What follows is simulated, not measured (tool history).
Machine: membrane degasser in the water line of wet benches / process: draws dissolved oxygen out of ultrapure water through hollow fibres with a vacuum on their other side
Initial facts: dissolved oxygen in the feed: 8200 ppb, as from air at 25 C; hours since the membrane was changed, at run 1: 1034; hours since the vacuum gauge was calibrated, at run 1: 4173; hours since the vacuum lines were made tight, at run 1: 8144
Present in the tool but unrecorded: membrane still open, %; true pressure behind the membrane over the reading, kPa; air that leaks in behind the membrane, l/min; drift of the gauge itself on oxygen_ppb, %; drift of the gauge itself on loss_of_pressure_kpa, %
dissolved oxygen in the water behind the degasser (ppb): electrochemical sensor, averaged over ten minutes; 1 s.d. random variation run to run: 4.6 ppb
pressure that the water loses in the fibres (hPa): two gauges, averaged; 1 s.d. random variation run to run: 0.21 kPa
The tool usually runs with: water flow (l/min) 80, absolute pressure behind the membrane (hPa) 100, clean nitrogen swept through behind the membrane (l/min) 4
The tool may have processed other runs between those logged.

run	hour	water flow (l/min)	absolute pressure behind the membrane (hPa)	clean nitrogen swept through behind the membrane (l/min)	hours since the membrane was changed	hours since the vacuum gauge was calibrated	hours since the vacuum lines were made tight	dissolved oxygen in the water behind the degasser (ppb)	pressure that the water loses in the fibres (hPa)
1	0	80	100	4	1034	4173	8144	473.2	478.6
2	21.6	80	100	4	1055	4194	8166	475.8	480.4
3	57.2	80	100	4	1091	4230	8201	477.2	476.4
4	81.7	80	100	4	1115	4254	8226	469.3	478.4
5	101.9	80	100	4	1136	4275	8246	473	477.9
6	132.9	80	100	4	1167	4306	8277	469.5	482.1
7	162.9	80	100	4	1197	4336	8307	471	479.2
8	197	80	100	7.49	1231	4370	8341	343.7	478.1
9	227.3	80	100	7.49	1261	4400	8372	339.8	479.7
10	270.9	80	100	4	1305	4444	8415	473.2	481
11	293.4	73	100	4	1327	4466	8438	402.7	439
12	334.6	67	100	4	1368	4507	8479	350.7	398.8
13	359.1	67	145	4	1393	4532	8503	518.3	403.4
14	381.8	67	145	4	1416	4555	8526	506.7	401.4
15	420.3	67	145	4	1454	4593	8565	518.9	402.8

Run 16 is up next; what results do you expect?
16	466.7	67	145	4	1500	4639	8611	?	?

dissolved oxygen in the water behind the degasser (ppb): 515.9
pressure that the water loses in the fibres (hPa): 401.4
Minus the tool's unlogged condition, the same run would have read dissolved oxygen in the water behind the degasser (ppb) 502.5, pressure that the water loses in the fibres (hPa) 397.9.
